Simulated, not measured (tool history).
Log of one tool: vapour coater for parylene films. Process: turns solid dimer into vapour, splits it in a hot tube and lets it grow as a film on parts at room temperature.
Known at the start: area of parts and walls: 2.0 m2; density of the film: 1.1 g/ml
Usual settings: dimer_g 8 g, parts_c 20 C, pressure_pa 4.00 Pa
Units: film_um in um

Run 1, hour 0.0: usual settings. Result: film_um 2.904 um.
Run 2, hour 53.3: usual settings. Result: film_um 2.910 um.
Run 3, hour 120.1: usual settings. Result: film_um 2.911 um.
Run 4, hour 194.9: usual settings. Result: film_um 2.902 um.
Run 5, hour 244.7: usual settings. Result: film_um 2.904 um.
Run 6, hour 311.2: usual settings but dimer_g 11 g. Result: film_um 4.011 um.
Run 7, hour 372.9: usual settings but dimer_g 11 g. Result: film_um 3.991 um.
Run 8, hour 408.1: usual settings but dimer_g 11 g. Result: film_um 3.999 um.
Run 9, hour 484.7: usual settings. Result: film_um 2.913 um.
Run 10, hour 516.0: usual settings. Result: film_um 2.899 um.
Run 11, hour 583.8: usual settings. Result: film_um 2.887 um.
Run 12, hour 633.9: usual settings. Result: film_um 2.917 um.
Run 13, hour 710.2: usual settings but parts_c 21 C. Result: film_um 2.825 um.
Run 14, hour 752.5: usual settings but parts_c 21 C. Result: film_um 2.851 um.
Run 15, hour 807.9: usual settings but dimer_g 4 g. Result: film_um 1.454 um.
Run 16, hour 882.3: usual settings but dimer_g 4 g. Result: film_um 1.455 um.
Run 17, hour 925.9: usual settings but dimer_g 4 g, parts_c 16 C. Result: film_um 1.567 um.
At hour 942.0: trap's valve overhauled.
Run 18, hour 973.0: usual settings but dimer_g 4 g, parts_c 16 C. Result: film_um 1.584 um.
Run 19, hour 1038.7: usual settings but dimer_g 4 g, parts_c 16 C. Result: film_um 1.587 um.
Run 20, hour 1078.3: usual settings but dimer_g 4 g, parts_c 16 C. Result: film_um 1.584 um.
Run 21, hour 1117.0: usual settings but dimer_g 4 g, parts_c 16 C. Result: film_um 1.573 um.
Run 22, hour 1185.5: usual settings but dimer_g 4 g, parts_c 16 C. Result: film_um 1.574 um.
Run 23, hour 1263.5: usual settings. Result: film_um 2.918 um.
Run 24, hour 1324.1: usual settings. Result: film_um 2.912 um.
Run 25, hour 1379.9: usual settings. Result: film_um 2.906 um.
Run 26, hour 1419.8: usual settings but dimer_g 12 g, parts_c 24 C. Result: film_um 4.022 um.
Run 27, hour 1478.7: usual settings but dimer_g 12 g, parts_c 24 C. Result: film_um 4.013 um.
Run 28, hour 1524.0: usual settings but dimer_g 12 g, parts_c 24 C. Result: film_um 4.016 um.
Run 29, hour 1568.3: usual settings but dimer_g 6 g, parts_c 14 C, pressure_pa 8.26 Pa. Result: film_um 2.121 um.
Run 30, hour 1609.0: usual settings but dimer_g 3 g, parts_c 18 C, pressure_pa 9.08 Pa. Result: film_um 0.958 um.
Run 31, hour 1669.4: usual settings but dimer_g 10 g, parts_c 12 C, pressure_pa 10.51 Pa. Result: film_um 3.490 um.
Run 32, hour 1741.5: usual settings but dimer_g 10 g, parts_c 12 C, pressure_pa 10.51 Pa. Result: film_um 3.501 um.
Run 33, hour 1818.6: usual settings but parts_c 28 C, pressure_pa 9.21 Pa. Result: film_um 2.078 um.
Run 34, hour 1879.7: usual settings but dimer_g 14 g, parts_c 22 C, pressure_pa 9.90 Pa. Result: film_um 4.021 um.
Run 35, hour 1912.3: usual settings but dimer_g 14 g, parts_c 22 C, pressure_pa 9.90 Pa. Result: film_um 4.036 um.
Run 36, hour 1963.2: usual settings but dimer_g 13 g, parts_c 12 C, pressure_pa 8.68 Pa. Result: film_um 4.726 um.
Run 37, hour 2008.8: usual settings but dimer_g 13 g, parts_c 12 C, pressure_pa 8.68 Pa. Result: film_um 4.725 um.
Run 38, hour 2041.7: usual settings but parts_c 17 C, pressure_pa 5.36 Pa. Result: film_um 2.892 um.
Run 39, hour 2081.7: usual settings but dimer_g 4 g, parts_c 17 C, pressure_pa 5.36 Pa. Result: film_um 1.453 um.
Run 40, hour 2114.5: usual settings but dimer_g 4 g, parts_c 17 C, pressure_pa 5.36 Pa. Result: film_um 1.448 um.
Run 41, hour 2150.3: usual settings but dimer_g 6 g, parts_c 28 C, pressure_pa 7.13 Pa. Result: film_um 1.631 um.
Run 42, hour 2224.6: usual settings but dimer_g 3 g, pressure_pa 4.35 Pa. Result: film_um 1.071 um.
Run 43, hour 2275.6: usual settings but dimer_g 3 g, pressure_pa 4.35 Pa. Result: film_um 1.065 um.
Run 44, hour 2325.4: usual settings but parts_c 12 C, pressure_pa 2.60 Pa. Result: film_um 3.560 um.
Run 45, hour 2399.1: usual settings but parts_c 18 C, pressure_pa 2.19 Pa. Result: film_um 3.444 um.
At hour 2408.6: trap's valve overhauled.
Run 46, hour 2462.4: usual settings but dimer_g 5 g, parts_c 18 C, pressure_pa 2.19 Pa. Result: film_um 2.168 um.
Run 47, hour 2520.4: usual settings but dimer_g 11 g, parts_c 18 C, pressure_pa 2.19 Pa. Result: film_um 4.751 um.

Forecast each of these 3 alternatives for the next run:
Run A, hour 2555.5: usual settings but parts_c 27 C, pressure_pa 5.28 Pa. Result: film_um ?.
Run B, hour 2555.5: usual settings but dimer_g 5 g. Result: film_um ?.
Run C, hour 2555.5: usual settings but dimer_g 11 g, parts_c 18 C, pressure_pa 3.00 Pa. Result: film_um ?.

run  film_um
  A    2.380
  B    1.812
  C    4.442
Without the tool's hidden state the same runs would have given:
run  film_um
  A    2.379
  B    1.811
  C    4.441
